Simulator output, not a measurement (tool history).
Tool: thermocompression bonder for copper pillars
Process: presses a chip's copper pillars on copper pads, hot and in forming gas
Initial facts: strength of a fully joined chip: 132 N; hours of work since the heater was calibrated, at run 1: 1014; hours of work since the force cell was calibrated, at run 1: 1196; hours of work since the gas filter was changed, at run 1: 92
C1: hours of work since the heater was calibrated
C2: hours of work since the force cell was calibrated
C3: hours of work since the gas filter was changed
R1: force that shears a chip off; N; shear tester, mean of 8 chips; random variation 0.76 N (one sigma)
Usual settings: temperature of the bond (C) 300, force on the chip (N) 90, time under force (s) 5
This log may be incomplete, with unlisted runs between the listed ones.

Run 1, hour 0: usual settings; C1 1014; C2 1196; C3 92. Result: R1 44.9 N.
At hour 28.7: heater calibrated with a thermocouple chip.
Run 2, hour 36.8: usual settings but temperature of the bond (C) 285; C1 5; C2 1220; C3 115. Result: R1 43 N.
Run 3, hour 83.1: usual settings; C1 37; C2 1251; C3 146. Result: R1 53.6 N.
Run 4, hour 118.6: usual settings but force on the chip (N) 61; C1 60; C2 1275; C3 170. Result: R1 33.8 N.
Run 5, hour 156.8: usual settings but force on the chip (N) 61; C1 86; C2 1300; C3 196. Result: R1 32.9 N.
At hour 174.9: forming gas filter changed.
Run 6, hour 186.2: usual settings but force on the chip (N) 61; C1 105; C2 1320; C3 8. Result: R1 34.7 N.
Run 7, hour 228.3: usual settings but force on the chip (N) 61; C1 134; C2 1348; C3 36. Result: R1 34.6 N.
Run 8, hour 260.4: usual settings but force on the chip (N) 61; C1 155; C2 1369; C3 57. Result: R1 33.6 N.
Run 9, hour 304.4: usual settings but force on the chip (N) 61; C1 185; C2 1399; C3 87. Result: R1 33 N.
Run 10, hour 349.3: usual settings but temperature of the bond (C) 320, force on the chip (N) 70, time under force (s) 7; C1 215; C2 1429; C3 117. Result: R1 57.7 N.
Run 11, hour 372.8: usual settings but temperature of the bond (C) 287, force on the chip (N) 78; C1 231; C2 1445; C3 133. Result: R1 34.3 N.
Run 12, hour 395.8: usual settings but temperature of the bond (C) 296, time under force (s) 6; C1 246; C2 1460; C3 148. Result: R1 51.1 N.
Run 13, hour 428.9: usual settings but temperature of the bond (C) 330, force on the chip (N) 110, time under force (s) 7; C1 268; C2 1482; C3 170. Result: R1 90.5 N.
Run 14, hour 456.6: usual settings but force on the chip (N) 77, time under force (s) 3; C1 287; C2 1501; C3 189. Result: R1 33.3 N.

Predict the results of run 15:
At hour 485.3: forming gas filter changed.
Run 15, hour 488.8: usual settings but force on the chip (N) 85, time under force (s) 3; C1 308; C2 1522; C3 2. Result: R1 ?.

Run 15 gave R1 40.3 N.
With the hidden condition absent and the run-to-run variation left alone, this run would have shown R1 44.8 N.
